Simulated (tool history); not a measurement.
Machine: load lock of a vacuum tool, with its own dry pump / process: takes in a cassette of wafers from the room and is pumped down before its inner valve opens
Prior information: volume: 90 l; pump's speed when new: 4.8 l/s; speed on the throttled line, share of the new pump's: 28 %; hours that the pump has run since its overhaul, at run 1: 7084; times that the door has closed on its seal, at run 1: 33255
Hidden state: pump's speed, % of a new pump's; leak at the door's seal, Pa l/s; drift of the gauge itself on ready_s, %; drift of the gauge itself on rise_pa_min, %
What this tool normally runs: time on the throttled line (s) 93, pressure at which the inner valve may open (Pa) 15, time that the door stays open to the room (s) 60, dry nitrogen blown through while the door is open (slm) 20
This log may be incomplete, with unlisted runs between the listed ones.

| run | hour | time on the throttled line (s) | pressure at which the inner valve may open (Pa) | time that the door stays open to the room (s) | dry nitrogen blown through while the door is open (slm) | hours that the pump has run since its overhaul | times that the door has closed on its seal | incoming humidity of the room's air, % | time from the closed door until the inner valve may open (s) | rise of the pressure with all valves shut (Pa/min) |
|---|---|---|---|---|---|---|---|---|---|---|
| 1 | 0.0 | 93 | 15 | 60 | 20 | 7084 | 33255 | 43.0 | 240.9 | 0.250 |
| 2 | 675.9 | 93 | 15 | 60 | 20 | 7760 | 36428 | 44.5 | 241.1 | 0.285 |
|  | 780.6 | door's seal changed, seat wiped |
| 3 | 1282.7 | 93 | 15 | 60 | 5 | 8365 | 2357 | 42.7 | 240.5 | 0.054 |
| 4 | 1604.7 | 93 | 15 | 60 | 5 | 8687 | 3869 | 43.0 | 240.3 | 0.055 |
| 5 | 1941.3 | 93 | 15 | 60 | 5 | 9023 | 5449 | 42.4 | 241.7 | 0.056 |
| 6 | 2400.5 | 93 | 15 | 60 | 5 | 9483 | 7604 | 44.6 | 242.0 | 0.070 |
| 7 | 2958.7 | 93 | 15 | 60 | 20 | 10041 | 10225 | 46.1 | 242.0 | 0.065 |
| 8 | 3419.9 | 93 | 21 | 60 | 20 | 10502 | 12390 | 44.9 | 235.1 | 0.069 |
| 9 | 3960.9 | 93 | 21 | 60 | 20 | 11043 | 14930 | 44.8 | 236.0 | 0.086 |
| 10 | 4561.3 | 93 | 15 | 60 | 20 | 11643 | 17749 | 42.5 | 244.0 | 0.098 |
| 11 | 5119.4 | 93 | 15 | 60 | 20 | 12202 | 20368 | 44.0 | 244.4 | 0.121 |
| 12 | 5831.2 | 93 | 15 | 60 | 20 | 12913 | 23710 | 45.5 | 245.2 | 0.141 |
| 13 | 6226.8 | 93 | 15 | 60 | 20 | 13309 | 25567 | 42.0 | 246.5 | 0.156 |
| 14 | 6704.1 | 93 | 15 | 60 | 20 | 13786 | 27808 | 43.6 | 246.0 | 0.181 |
| 15 | 7197.4 | 102 | 15 | 60 | 20 | 14280 | 30124 | 45.2 | 253.3 | 0.202 |
| 16 | 7577.7 | 87 | 15 | 60 | 20 | 14660 | 31909 | 45.1 | 243.7 | 0.209 |
| 17 | 8166.2 | 93 | 15 | 60 | 20 | 15248 | 34672 | 46.1 | 246.1 | 0.242 |
| 18 | 8470.6 | 49 | 15 | 164 | 11 | 15553 | 36101 | 42.7 | 215.7 | 0.306 |
|  | 8596.5 | door's seal changed, seat wiped |
| 19 | 9034.0 | 140 | 15 | 164 | 19 | 16115 | 2054 | 45.5 | 281.5 | 0.076 |
| 20 | 9654.3 | 140 | 15 | 164 | 19 | 16735 | 4966 | 45.9 | 278.7 | 0.076 |
| 21 | 10078.9 | 140 | 15 | 164 | 19 | 17160 | 6960 | 45.7 | 281.2 | 0.089 |
| 22 | 10783.8 | 140 | 15 | 164 | 19 | 17865 | 10269 | 45.8 | 281.2 | 0.104 |
| 23 | 11122.8 | 93 | 13 | 60 | 9 | 18203 | 11860 | 46.5 | 253.1 | 0.087 |
| 24 | 11832.9 | 93 | 18 | 60 | 36 | 18914 | 15194 | 41.6 | 247.8 | 0.081 |
| 25 | 12164.5 | 86 | 28 | 154 | 5 | 19245 | 16750 | 44.5 | 232.8 | 0.162 |
| 26 | 12542.8 | 86 | 28 | 154 | 5 | 19623 | 18526 | 47.8 | 231.7 | 0.173 |
| 27 | 13204.3 | 93 | 11 | 60 | 20 | 20285 | 21632 | 43.0 | 257.8 | 0.123 |
| 28 | 13635.8 | 154 | 11 | 60 | 20 | 20716 | 23657 | 45.1 | 300.1 | 0.143 |
| 29 | 13981.4 | 154 | 11 | 203 | 39 | 21062 | 25280 | 43.3 | 299.9 | 0.170 |
| 30 | 14276.0 | 67 | 15 | 61 | 8 | 21357 | 26663 | 42.0 | 235.4 | 0.174 |
| 31 | 14932.0 | 108 | 16 | 60 | 16 | 22013 | 29743 | 46.0 | 263.4 | 0.205 |
| 32 | 15247.1 | 93 | 15 | 61 | 20 | 22328 | 31222 | 47.8 | 252.5 | 0.208 |
| 33 | 15869.5 | 93 | 15 | 61 | 20 | 22950 | 34144 | 46.1 | 253.1 | 0.241 |
|  | 15974.8 | dry pump taken out, an overhauled one fitted |
| 34 | 16193.6 | 143 | 15 | 61 | 5 | 219 | 35637 | 45.7 | 272.3 | 0.285 |

What would each run have given without the hidden state, its run-to-run variation left as it was?
| run | time from the closed door until the inner valve may open (s) | rise of the pressure with all valves shut (Pa/min) |
|---|---|---|
| 1 | 235.8 | 0.026 |
| 2 | 235.6 | 0.033 |
| 3 | 234.5 | 0.049 |
| 4 | 234.1 | 0.046 |
| 5 | 235.1 | 0.042 |
| 6 | 235.1 | 0.048 |
| 7 | 234.6 | 0.034 |
| 8 | 227.7 | 0.029 |
| 9 | 228.2 | 0.031 |
| 10 | 235.3 | 0.028 |
| 11 | 235.3 | 0.031 |
| 12 | 235.4 | 0.029 |
| 13 | 236.3 | 0.030 |
| 14 | 235.4 | 0.035 |
| 15 | 242.5 | 0.033 |
| 16 | 231.9 | 0.027 |
| 17 | 234.4 | 0.035 |
| 18 | 202.7 | 0.081 |
| 19 | 270.1 | 0.071 |
| 20 | 267.0 | 0.062 |
| 21 | 269.0 | 0.068 |
| 22 | 268.4 | 0.069 |
| 23 | 238.0 | 0.045 |
| 24 | 233.1 | 0.024 |
| 25 | 218.5 | 0.097 |
| 26 | 217.2 | 0.098 |
| 27 | 240.5 | 0.030 |
| 28 | 284.8 | 0.031 |
| 29 | 284.2 | 0.048 |
| 30 | 216.8 | 0.039 |
| 31 | 245.7 | 0.040 |
| 32 | 234.4 | 0.032 |
| 33 | 234.4 | 0.032 |
| 34 | 270.0 | 0.055 |
